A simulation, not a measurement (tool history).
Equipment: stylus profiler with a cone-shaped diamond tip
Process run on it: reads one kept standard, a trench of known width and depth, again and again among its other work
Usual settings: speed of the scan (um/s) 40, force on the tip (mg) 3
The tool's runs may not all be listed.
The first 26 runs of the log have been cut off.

run,hour,speed of the scan (um/s),force on the tip (mg),depth of the trench (angstrom),width of the trench's floor (nm)
27,1842.7,154,1.97,2026.2,15790
28,1932.7,124,3,2034.6,15960
29,1993.3,124,8.18,2067.4,16180
30,2091.5,21,3.69,2038.6,16350
31,2174.9,16,5.05,2048.5,16240
32,2263.5,26,1.97,2024.4,16010
33,2355.6,26,1.97,2024.6,15970
34,2441.4,12,6.35,2055.7,15920
35,2482.9,20,8.12,2066,15920
36,2553.9,62,4.47,2042.1,15570
37,2616.7,112,1.53,2016.7,15000

Alternative continuations, all from the tool just after run 37; predict every row:
A,2671.7,34,2.38,?,?
B,2671.7,40,3,?,?
C,2671.7,29,3.44,?,?
D,2671.7,94,8.5,?,?

run,depth of the trench (angstrom),width of the trench's floor (nm)
A,2025.5,15580
B,2030.6,15550
C,2033.5,15580
D,2067,15490
With no hidden state in the tool, these same runs would have given:
run,depth of the trench (angstrom),width of the trench's floor (nm)
A,2030.3,17020
B,2035.4,16990
C,2038.4,17030
D,2071.9,16940
